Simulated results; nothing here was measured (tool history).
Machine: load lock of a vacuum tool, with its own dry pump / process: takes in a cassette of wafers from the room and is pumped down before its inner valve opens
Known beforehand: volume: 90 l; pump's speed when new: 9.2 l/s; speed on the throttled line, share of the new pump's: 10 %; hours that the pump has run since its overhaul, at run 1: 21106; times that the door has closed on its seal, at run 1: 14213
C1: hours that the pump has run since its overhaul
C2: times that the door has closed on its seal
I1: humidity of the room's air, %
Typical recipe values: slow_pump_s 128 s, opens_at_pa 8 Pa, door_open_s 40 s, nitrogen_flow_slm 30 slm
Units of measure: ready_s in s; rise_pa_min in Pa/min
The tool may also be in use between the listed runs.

run 1 day=0 | slow_pump_s=128 opens_at_pa=8 door_open_s=40 nitrogen_flow_slm=30 | C1=21106 C2=14213 | I1=41 | ready_s=218 rise_pa_min=0.067
run 2 day=11.075 | slow_pump_s=128 opens_at_pa=8 door_open_s=40 nitrogen_flow_slm=30 | C1=21372 C2=14748 | I1=41.5 | ready_s=217.4 rise_pa_min=0.078
run 3 day=25.908 | slow_pump_s=128 opens_at_pa=8 door_open_s=40 nitrogen_flow_slm=30 | C1=21728 C2=15465 | I1=44.1 | ready_s=219.2 rise_pa_min=0.073
run 4 day=39 | slow_pump_s=153 opens_at_pa=8 door_open_s=40 nitrogen_flow_slm=30 | C1=22042 C2=16098 | I1=43.1 | ready_s=238.4 rise_pa_min=0.08
run 5 day=50.417 | slow_pump_s=153 opens_at_pa=11 door_open_s=40 nitrogen_flow_slm=30 | C1=22316 C2=16650 | I1=43.9 | ready_s=237.2 rise_pa_min=0.085
run 6 day=60.125 | slow_pump_s=153 opens_at_pa=11 door_open_s=40 nitrogen_flow_slm=30 | C1=22549 C2=17119 | I1=45 | ready_s=237.3 rise_pa_min=0.081
run 7 day=70.175 | slow_pump_s=153 opens_at_pa=11 door_open_s=40 nitrogen_flow_slm=30 | C1=22790 C2=17604 | I1=44.4 | ready_s=237.1 rise_pa_min=0.086
run 8 day=81.471 | slow_pump_s=128 opens_at_pa=8 door_open_s=40 nitrogen_flow_slm=30 | C1=23062 C2=18150 | I1=44 | ready_s=218.3 rise_pa_min=0.092
run 9 day=96.2 | slow_pump_s=128 opens_at_pa=8 door_open_s=40 nitrogen_flow_slm=30 | C1=23415 C2=18862 | I1=42.7 | ready_s=218.6 rise_pa_min=0.091
run 10 day=112.612 | slow_pump_s=106 opens_at_pa=12 door_open_s=94 nitrogen_flow_slm=27 | C1=23809 C2=19655 | I1=45.7 | ready_s=195.1 rise_pa_min=0.106
run 11 day=122.671 | slow_pump_s=104 opens_at_pa=12 door_open_s=50 nitrogen_flow_slm=16 | C1=24050 C2=20141 | I1=42.6 | ready_s=192.2 rise_pa_min=0.111
run 12 day=139.167 | slow_pump_s=104 opens_at_pa=12 door_open_s=50 nitrogen_flow_slm=16 | C1=24446 C2=20939 | I1=45.2 | ready_s=193.1 rise_pa_min=0.111
run 13 day=150.092 | slow_pump_s=128 opens_at_pa=7 door_open_s=40 nitrogen_flow_slm=14 | C1=24708 C2=21467 | I1=40.3 | ready_s=218.7 rise_pa_min=0.115
run 14 day=158.738 | slow_pump_s=128 opens_at_pa=7 door_open_s=40 nitrogen_flow_slm=14 | C1=24916 C2=21884 | I1=43.2 | ready_s=221.4 rise_pa_min=0.118
-- day=160.267 dry pump taken out, an overhauled one fitted
run 15 day=175.871 | slow_pump_s=120 opens_at_pa=11 door_open_s=150 nitrogen_flow_slm=24 | C1=374 C2=22700 | I1=46.6 | ready_s=197.2 rise_pa_min=0.13
run 16 day=187.262 | slow_pump_s=120 opens_at_pa=11 door_open_s=150 nitrogen_flow_slm=24 | C1=648 C2=23251 | I1=44.9 | ready_s=197.4 rise_pa_min=0.13
run 17 day=203.308 | slow_pump_s=120 opens_at_pa=11 door_open_s=150 nitrogen_flow_slm=24 | C1=1033 C2=24026 | I1=44.9 | ready_s=198.2 rise_pa_min=0.144

What if the next run were any one of these 5? Each begins from the tool's condition after run 17:
run A day=212.388 | slow_pump_s=117 opens_at_pa=11 door_open_s=150 nitrogen_flow_slm=33 | C1=1251 C2=24465 | I1=39.5 | ready_s=? rise_pa_min=?
run B day=212.388 | slow_pump_s=213 opens_at_pa=10 door_open_s=142 nitrogen_flow_slm=24 | C1=1251 C2=24465 | I1=46.6 | ready_s=? rise_pa_min=?
run C day=212.388 | slow_pump_s=93 opens_at_pa=11 door_open_s=142 nitrogen_flow_slm=7 | C1=1251 C2=24465 | I1=47.1 | ready_s=? rise_pa_min=?
run D day=212.388 | slow_pump_s=120 opens_at_pa=15 door_open_s=150 nitrogen_flow_slm=24 | C1=1251 C2=24465 | I1=45.8 | ready_s=? rise_pa_min=?
run E day=212.388 | slow_pump_s=120 opens_at_pa=7 door_open_s=150 nitrogen_flow_slm=24 | C1=1251 C2=24465 | I1=43.4 | ready_s=? rise_pa_min=?

run=A ready_s=196.9 rise_pa_min=0.139
run=B ready_s=284.3 rise_pa_min=0.14
run=C ready_s=173.7 rise_pa_min=0.163
run=D ready_s=195.6 rise_pa_min=0.14
run=E ready_s=203.2 rise_pa_min=0.148
Take away the tool's hidden state, keep each run's random variation, and the runs would have read:
run=A ready_s=196.9 rise_pa_min=0.012
run=B ready_s=284.1 rise_pa_min=0.012
run=C ready_s=173.6 rise_pa_min=0.032
run=D ready_s=195.6 rise_pa_min=0.013
run=E ready_s=203.1 rise_pa_min=0.018

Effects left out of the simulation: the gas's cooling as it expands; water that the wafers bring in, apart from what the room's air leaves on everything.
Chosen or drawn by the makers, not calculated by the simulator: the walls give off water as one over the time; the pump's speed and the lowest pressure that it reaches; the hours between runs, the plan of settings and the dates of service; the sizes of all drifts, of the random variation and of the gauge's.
